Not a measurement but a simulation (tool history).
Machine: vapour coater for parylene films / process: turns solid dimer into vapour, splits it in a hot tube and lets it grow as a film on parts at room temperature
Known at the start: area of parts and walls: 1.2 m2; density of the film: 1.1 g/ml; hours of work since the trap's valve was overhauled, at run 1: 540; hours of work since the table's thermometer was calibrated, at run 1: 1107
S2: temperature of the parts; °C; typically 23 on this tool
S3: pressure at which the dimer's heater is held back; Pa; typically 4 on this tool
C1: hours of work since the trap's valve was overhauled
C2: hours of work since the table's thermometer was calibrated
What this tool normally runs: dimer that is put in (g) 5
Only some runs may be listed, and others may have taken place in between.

Run 1, hour 0: usual settings; C1 540; C2 1107. Result: thickness of the film (um) 1.8.
Run 2, hour 37.2: usual settings but dimer that is put in (g) 6; C1 572; C2 1140. Result: thickness of the film (um) 2.15.
At hour 65.1: trap's valve overhauled.
Run 3, hour 95.8: usual settings; C1 27; C2 1188. Result: thickness of the film (um) 1.91.
Run 4, hour 161.6: usual settings but S3 3.48 Pa; C1 84; C2 1245. Result: thickness of the film (um) 1.92.
Run 5, hour 198.3: usual settings but S3 3.48 Pa; C1 116; C2 1277. Result: thickness of the film (um) 1.92.
At hour 204.6: table's thermometer calibrated.
Run 6, hour 253.9: usual settings; C1 164; C2 43. Result: thickness of the film (um) 1.9.
Run 7, hour 334.9: usual settings; C1 235; C2 114. Result: thickness of the film (um) 1.86.
Run 8, hour 415.9: usual settings but S3 3.65 Pa; C1 306; C2 185. Result: thickness of the film (um) 1.9.
Run 9, hour 459.7: usual settings but dimer that is put in (g) 2; C1 344; C2 223. Result: thickness of the film (um) 0.74.
Run 10, hour 512.8: usual settings; C1 391; C2 269. Result: thickness of the film (um) 1.86.
Run 11, hour 588.8: usual settings but dimer that is put in (g) 3, S2 32 °C; C1 457; C2 336. Result: thickness of the film (um) 0.93.
Run 12, hour 667.8: usual settings but dimer that is put in (g) 3, S2 32 °C; C1 526; C2 405. Result: thickness of the film (um) 0.94.
Run 13, hour 711.5: usual settings but dimer that is put in (g) 3, S2 32 °C; C1 564; C2 443. Result: thickness of the film (um) 0.94.
At hour 744: trap's valve overhauled.
Run 14, hour 786.5: usual settings but dimer that is put in (g) 3, S2 32 °C; C1 37; C2 505. Result: thickness of the film (um) 0.98.
Run 15, hour 848.7: usual settings but dimer that is put in (g) 2, S2 16 °C, S3 2.51 Pa; C1 92; C2 560. Result: thickness of the film (um) 0.9.
Run 16, hour 890.5: usual settings but dimer that is put in (g) 2, S2 16 °C, S3 2.51 Pa; C1 128; C2 596. Result: thickness of the film (um) 0.88.
Run 17, hour 953.8: usual settings but dimer that is put in (g) 3, S2 16 °C, S3 7.69 Pa; C1 183; C2 651. Result: thickness of the film (um) 1.18.
Run 18, hour 1037.9: usual settings but dimer that is put in (g) 2, S3 2.63 Pa; C1 257; C2 725. Result: thickness of the film (um) 0.79.

Branching from run 18: 5 alternative next runs. What would each branch give?
Run A, hour 1096.1: usual settings but dimer that is put in (g) 3, S2 34 °C, S3 6.53 Pa; C1 308; C2 776. Result: thickness of the film (um) ?.
Run B, hour 1096.1: usual settings but dimer that is put in (g) 2, S3 9 Pa; C1 308; C2 776. Result: thickness of the film (um) ?.
Run C, hour 1096.1: usual settings but dimer that is put in (g) 2, S2 20 °C, S3 2.63 Pa; C1 308; C2 776. Result: thickness of the film (um) ?.
Run D, hour 1096.1: usual settings but dimer that is put in (g) 2, S2 32 °C, S3 5.13 Pa; C1 308; C2 776. Result: thickness of the film (um) ?.
Run E, hour 1096.1: usual settings but dimer that is put in (g) 2, S2 29 °C, S3 4.45 Pa; C1 308; C2 776. Result: thickness of the film (um) ?.

run  thickness of the film (um)
  A                        0.88
  B                        0.65
  C                        0.82
  D                        0.61
  E                        0.64
Without the tool's unlogged condition, the same runs would have read:
run  thickness of the film (um)
  A                        0.92
  B                        0.68
  C                        0.85
  D                        0.64
  E                        0.67
